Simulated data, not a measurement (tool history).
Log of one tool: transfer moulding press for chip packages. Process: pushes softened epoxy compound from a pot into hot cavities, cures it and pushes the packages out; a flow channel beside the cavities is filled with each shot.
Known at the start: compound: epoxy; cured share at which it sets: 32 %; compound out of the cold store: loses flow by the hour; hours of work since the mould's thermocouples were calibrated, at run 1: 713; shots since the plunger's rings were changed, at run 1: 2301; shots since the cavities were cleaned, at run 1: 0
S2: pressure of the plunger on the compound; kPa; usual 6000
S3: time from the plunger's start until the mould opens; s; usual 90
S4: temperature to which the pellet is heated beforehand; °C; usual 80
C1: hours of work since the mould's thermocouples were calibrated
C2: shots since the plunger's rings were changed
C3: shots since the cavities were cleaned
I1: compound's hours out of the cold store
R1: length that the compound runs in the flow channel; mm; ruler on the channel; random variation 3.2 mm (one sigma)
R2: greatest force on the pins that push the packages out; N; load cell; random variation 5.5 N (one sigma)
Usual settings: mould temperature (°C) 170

{"run": 1, "hour": 0.0, "mould temperature (°C)": 170, "S2": 6000, "S3": 90, "S4": 80, "C1": 713, "C2": 2301, "C3": 0, "I1": 38.6, "R1": 667, "R2": 196}
{"hour": 26.1, "done": "mould's thermocouples calibrated"}
{"hour": 40.3, "done": "cavities cleaned with cleaning compound and waxed"}
{"run": 2, "hour": 40.3, "mould temperature (°C)": 170, "S2": 6000, "S3": 90, "S4": 80, "C1": 8, "C2": 2708, "C3": 0, "I1": 12.7, "R1": 747, "R2": 197}
{"run": 3, "hour": 71.3, "mould temperature (°C)": 170, "S2": 6000, "S3": 90, "S4": 80, "C1": 27, "C2": 3052, "C3": 344, "I1": 29.4, "R1": 694, "R2": 304}
{"hour": 79.4, "done": "cavities cleaned with cleaning compound and waxed"}
{"run": 4, "hour": 98.7, "mould temperature (°C)": 170, "S2": 6000, "S3": 90, "S4": 80, "C1": 43, "C2": 3338, "C3": 213, "I1": 45.2, "R1": 645, "R2": 276}
{"hour": 118.2, "done": "cavities cleaned with cleaning compound and waxed"}
{"run": 5, "hour": 138.3, "mould temperature (°C)": 168, "S2": 6000, "S3": 90, "S4": 80, "C1": 67, "C2": 3760, "C3": 223, "I1": 13.7, "R1": 736, "R2": 307}
{"hour": 154.3, "done": "plunger's sealing rings changed"}
{"hour": 159.1, "done": "cavities cleaned with cleaning compound and waxed"}
{"run": 6, "hour": 174.1, "mould temperature (°C)": 168, "S2": 6000, "S3": 90, "S4": 80, "C1": 87, "C2": 202, "C3": 166, "I1": 47.3, "R1": 672, "R2": 264}
{"hour": 197.7, "done": "cavities cleaned with cleaning compound and waxed"}
{"run": 7, "hour": 204.0, "mould temperature (°C)": 173, "S2": 6000, "S3": 100, "S4": 80, "C1": 105, "C2": 517, "C3": 70, "I1": 30.4, "R1": 695, "R2": 208}
{"run": 8, "hour": 230.0, "mould temperature (°C)": 167, "S2": 6000, "S3": 90, "S4": 80, "C1": 121, "C2": 804, "C3": 357, "I1": 44.7, "R1": 671, "R2": 336}
{"hour": 236.0, "done": "cavities cleaned with cleaning compound and waxed"}
{"run": 9, "hour": 261.0, "mould temperature (°C)": 165, "S2": 6000, "S3": 100, "S4": 80, "C1": 139, "C2": 1131, "C3": 277, "I1": 37.9, "R1": 690, "R2": 317}
{"hour": 275.4, "done": "cavities cleaned with cleaning compound and waxed"}
{"run": 10, "hour": 302.0, "mould temperature (°C)": 165, "S2": 6000, "S3": 100, "S4": 80, "C1": 164, "C2": 1568, "C3": 295, "I1": 38.1, "R1": 689, "R2": 313}
{"hour": 315.4, "done": "cavities cleaned with cleaning compound and waxed"}
{"run": 11, "hour": 336.8, "mould temperature (°C)": 165, "S2": 6000, "S3": 100, "S4": 80, "C1": 185, "C2": 1937, "C3": 237, "I1": 40.5, "R1": 684, "R2": 295}

Forecast each of these 5 alternatives for the next run:
{"hour": 354.0, "done": "cavities cleaned with cleaning compound and waxed"}
{"run": "A", "hour": 360.5, "mould temperature (°C)": 169, "S2": 6000, "S3": 100, "S4": 71, "C1": 199, "C2": 2183, "C3": 72, "I1": 33.2, "R1": "?", "R2": "?"}
{"hour": 354.0, "done": "cavities cleaned with cleaning compound and waxed"}
{"run": "B", "hour": 360.5, "mould temperature (°C)": 172, "S2": 6000, "S3": 100, "S4": 80, "C1": 199, "C2": 2183, "C3": 72, "I1": 30.2, "R1": "?", "R2": "?"}
{"hour": 354.0, "done": "cavities cleaned with cleaning compound and waxed"}
{"run": "C", "hour": 360.5, "mould temperature (°C)": 165, "S2": 6000, "S3": 100, "S4": 73, "C1": 199, "C2": 2183, "C3": 72, "I1": 29, "R1": "?", "R2": "?"}
{"hour": 354.0, "done": "cavities cleaned with cleaning compound and waxed"}
{"run": "D", "hour": 360.5, "mould temperature (°C)": 177, "S2": 5780, "S3": 96, "S4": 80, "C1": 199, "C2": 2183, "C3": 72, "I1": 18.8, "R1": "?", "R2": "?"}
{"hour": 354.0, "done": "cavities cleaned with cleaning compound and waxed"}
{"run": "E", "hour": 360.5, "mould temperature (°C)": 165, "S2": 6000, "S3": 93, "S4": 80, "C1": 199, "C2": 2183, "C3": 72, "I1": 34.2, "R1": "?", "R2": "?"}

run=A R1=683 R2=215
run=B R1=686 R2=204
run=C R1=717 R2=235
run=D R1=696 R2=211
run=E R1=703 R2=261
Without the tool's hidden state the same runs would have given:
run=A R1=699 R2=183
run=B R1=702 R2=172
run=C R1=734 R2=200
run=D R1=713 R2=178
run=E R1=720 R2=226
